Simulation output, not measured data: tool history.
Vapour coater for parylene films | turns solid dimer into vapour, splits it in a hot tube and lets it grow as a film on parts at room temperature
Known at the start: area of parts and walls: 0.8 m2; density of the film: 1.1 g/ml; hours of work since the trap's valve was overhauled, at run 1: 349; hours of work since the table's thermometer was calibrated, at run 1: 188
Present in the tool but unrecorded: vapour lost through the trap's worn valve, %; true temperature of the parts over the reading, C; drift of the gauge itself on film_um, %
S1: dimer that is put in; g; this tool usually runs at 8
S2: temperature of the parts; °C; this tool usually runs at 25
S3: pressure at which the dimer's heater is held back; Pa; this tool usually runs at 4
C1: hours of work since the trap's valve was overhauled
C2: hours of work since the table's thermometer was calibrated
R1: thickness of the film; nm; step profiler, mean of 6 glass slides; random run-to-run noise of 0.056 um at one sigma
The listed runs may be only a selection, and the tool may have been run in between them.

Run 1, day 0: usual settings; C1 349; C2 188. Result: R1 5740 nm.
Run 2, day 0.538: usual settings but S2 26 °C; C1 358; C2 197. Result: R1 5480 nm.
Run 3, day 1.262: usual settings but S2 23 °C; C1 369; C2 208. Result: R1 6150 nm.
Run 4, day 2.012: usual settings but S2 23 °C; C1 380; C2 219. Result: R1 6220 nm.
Run 5, day 2.483: usual settings but S2 23 °C; C1 387; C2 227. Result: R1 6130 nm.
Run 6, day 2.962: usual settings but S2 23 °C; C1 395; C2 234. Result: R1 6170 nm.
Run 7, day 3.633: usual settings but S2 23 °C; C1 405; C2 244. Result: R1 6100 nm.
Run 8, day 3.975: usual settings but S2 23 °C; C1 410; C2 249. Result: R1 6080 nm.
Run 9, day 4.546: usual settings but S2 23 °C; C1 419; C2 258. Result: R1 6090 nm.
Run 10, day 5.279: usual settings but S1 10 g; C1 430; C2 270. Result: R1 7010 nm.
At day 5.662: trap's valve overhauled.
Run 11, day 6.196: usual settings but S1 10 g; C1 8; C2 281. Result: R1 6530 nm.
Run 12, day 6.929: usual settings but S3 2.6 Pa; C1 19; C2 292. Result: R1 5390 nm.
Run 13, day 7.662: usual settings but S3 2.6 Pa; C1 31; C2 304. Result: R1 5330 nm.
Run 14, day 8.425: usual settings but S3 2.6 Pa; C1 42; C2 315. Result: R1 5270 nm.
Run 15, day 8.879: usual settings; C1 49; C2 322. Result: R1 5160 nm.
Run 16, day 9.583: usual settings; C1 60; C2 333. Result: R1 5100 nm.
At day 9.992: trap's valve overhauled, once more.
Run 17, day 10.25: usual settings; C1 4; C2 341. Result: R1 6520 nm.
Run 18, day 10.838: usual settings; C1 13; C2 350. Result: R1 6530 nm.
Run 19, day 11.562: usual settings; C1 24; C2 361. Result: R1 6520 nm.
Run 20, day 12.096: usual settings; C1 32; C2 369. Result: R1 6450 nm.
Run 21, day 12.771: usual settings; C1 43; C2 380. Result: R1 6360 nm.
Run 22, day 13.404: usual settings; C1 52; C2 389. Result: R1 6470 nm.
Run 23, day 13.942: usual settings but S2 20 °C; C1 61; C2 398. Result: R1 7850 nm.
Run 24, day 14.475: usual settings; C1 69; C2 406. Result: R1 6290 nm.
Run 25, day 14.896: usual settings but S1 6 g, S2 37 °C; C1 75; C2 412. Result: R1 2860 nm.
Run 26, day 15.358: usual settings but S1 10 g, S2 37 °C; C1 82; C2 419. Result: R1 4830 nm.
Run 27, day 15.725: usual settings but S3 2.29 Pa; C1 88; C2 425. Result: R1 6470 nm.
Run 28, day 16.488: usual settings but S1 3 g, S3 2.29 Pa; C1 100; C2 437. Result: R1 2440 nm.
Run 29, day 17.138: usual settings but S1 3 g, S3 2.29 Pa; C1 110; C2 447. Result: R1 2450 nm.
Run 30, day 17.588: usual settings but S1 12 g, S2 30 °C, S3 4.04 Pa; C1 117; C2 454. Result: R1 7590 nm.
Run 31, day 17.967: usual settings but S1 6 g, S2 23 °C, S3 2.55 Pa; C1 123; C2 459. Result: R1 5300 nm.
Run 32, day 18.442: usual settings but S2 35 °C, S3 2.55 Pa; C1 130; C2 467. Result: R1 4150 nm.
Run 33, day 18.788: usual settings but S2 35 °C, S3 2.55 Pa; C1 135; C2 472. Result: R1 4120 nm.
Run 34, day 19.271: usual settings but S1 5 g, S2 21 °C, S3 4.76 Pa; C1 143; C2 479. Result: R1 4490 nm.
Run 35, day 19.596: usual settings but S1 5 g, S2 21 °C, S3 4.76 Pa; C1 148; C2 484. Result: R1 4510 nm.
Run 36, day 19.983: usual settings but S1 3 g, S2 19 °C, S3 5.23 Pa; C1 154; C2 490. Result: R1 2940 nm.
Run 37, day 20.567: usual settings but S1 7 g, S2 19 °C, S3 5.23 Pa; C1 162; C2 499. Result: R1 6850 nm.
Run 38, day 21.004: usual settings but S1 7 g, S2 19 °C, S3 5.23 Pa; C1 169; C2 506. Result: R1 6730 nm.
Run 39, day 21.538: usual settings but S1 7 g, S2 19 °C, S3 5.23 Pa; C1 177; C2 514. Result: R1 6770 nm.
Run 40, day 21.983: usual settings but S1 7 g, S2 19 °C, S3 5.23 Pa; C1 184; C2 521. Result: R1 6710 nm.
Run 41, day 22.467: usual settings but S2 18 °C, S3 4.7 Pa; C1 192; C2 528. Result: R1 8010 nm.
Run 42, day 23.038: usual settings but S2 37 °C; C1 200; C2 537. Result: R1 3720 nm.
Run 43, day 23.633: usual settings but S2 32 °C; C1 210; C2 546. Result: R1 4550 nm.
Run 44, day 24.004: usual settings but S2 23 °C, S3 5.09 Pa; C1 215; C2 552. Result: R1 6560 nm.
Run 45, day 24.388: usual settings but S1 10 g; C1 221; C2 558. Result: R1 7550 nm.
Run 46, day 25.146: usual settings but S1 10 g, S2 35 °C, S3 11.47 Pa; C1 233; C2 570. Result: R1 4680 nm.
Run 47, day 25.842: usual settings but S1 5 g; C1 244; C2 580. Result: R1 3650 nm.

Each row is a separate what-if for the run after 47, all from the same tool condition, not one after another. Results?
Run A, day 26.417: usual settings but S1 5 g, S3 5.59 Pa; C1 252; C2 589. Result: R1 ?.
Run B, day 26.417: usual settings but S3 8.92 Pa; C1 252; C2 589. Result: R1 ?.
Run C, day 26.417: usual settings but S1 5 g, S2 30 °C, S3 6.23 Pa; C1 252; C2 589. Result: R1 ?.

run    R1
  A  3650
  B  5750
  C  3000
Without the tool's hidden state the same runs would have given:
run    R1
  A  4030
  B  6340
  C  3310
